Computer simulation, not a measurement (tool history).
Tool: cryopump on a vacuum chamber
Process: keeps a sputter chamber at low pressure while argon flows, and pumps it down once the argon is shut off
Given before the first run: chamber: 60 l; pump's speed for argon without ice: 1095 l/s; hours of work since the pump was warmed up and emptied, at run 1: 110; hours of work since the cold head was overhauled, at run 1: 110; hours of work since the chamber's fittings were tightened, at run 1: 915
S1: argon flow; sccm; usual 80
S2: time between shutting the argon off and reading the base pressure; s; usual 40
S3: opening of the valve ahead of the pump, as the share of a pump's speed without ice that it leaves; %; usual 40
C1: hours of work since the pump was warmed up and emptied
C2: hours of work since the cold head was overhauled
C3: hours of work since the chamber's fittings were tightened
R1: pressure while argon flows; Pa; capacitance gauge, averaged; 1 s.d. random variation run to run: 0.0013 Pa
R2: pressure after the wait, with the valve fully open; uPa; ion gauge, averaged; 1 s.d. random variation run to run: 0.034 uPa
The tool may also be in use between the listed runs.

| run | hour | S1 | S2 | S3 | C1 | C2 | C3 | R1 | R2 |
|---|---|---|---|---|---|---|---|---|---|
| 1 | 0 | 80 | 40 | 40 | 110 | 110 | 915 | 0.3136 | 2.08 |
| 2 | 14.1 | 80 | 40 | 40 | 120 | 120 | 925 | 0.3121 | 2.03 |
| 3 | 33.2 | 80 | 117 | 40 | 134 | 134 | 939 | 0.3146 | 1.03 |
| 4 | 55.4 | 80 | 40 | 40 | 151 | 151 | 955 | 0.3142 | 2.03 |
| 5 | 68 | 80 | 40 | 40 | 160 | 160 | 965 | 0.3141 | 1.99 |
| 6 | 83 | 80 | 40 | 40 | 171 | 171 | 976 | 0.3155 | 2.08 |
| 7 | 102.8 | 80 | 40 | 40 | 185 | 185 | 990 | 0.316 | 2.02 |
| 8 | 132.4 | 80 | 40 | 40 | 207 | 207 | 1012 | 0.3134 | 2.05 |
| 9 | 162.1 | 80 | 40 | 40 | 228 | 228 | 1033 | 0.3144 | 2.07 |
| 10 | 181.7 | 88 | 155 | 16 | 243 | 243 | 1048 | 0.8578 | 0.93 |
| 11 | 204.9 | 77 | 40 | 34 | 260 | 260 | 1065 | 0.3557 | 2.09 |
| 12 | 218.4 | 77 | 207 | 34 | 270 | 270 | 1074 | 0.3593 | 0.87 |
| 13 | 232.3 | 73 | 43 | 26 | 280 | 280 | 1085 | 0.4415 | 1.91 |
| 14 | 247.8 | 73 | 43 | 16 | 291 | 291 | 1096 | 0.7094 | 2 |
| 15 | 269.2 | 40 | 40 | 27 | 307 | 307 | 1111 | 0.2334 | 2.09 |
| 16 | 284.8 | 80 | 40 | 16 | 318 | 318 | 1123 | 0.7751 | 2.07 |
| 17 | 303.1 | 80 | 64 | 53 | 331 | 331 | 1136 | 0.2436 | 1.55 |

Predict the results of run 18:
| 18 | 325.4 | 68 | 124 | 43 | 348 | 348 | 1153 | ? | ? |

{"run 18": {"R1": 0.254, "R2": 1.05}}
Take away the tool's hidden state, keep the run-to-run variation as it was, and the same run would have given R1 0.2448 Pa, R2 0.76 uPa.
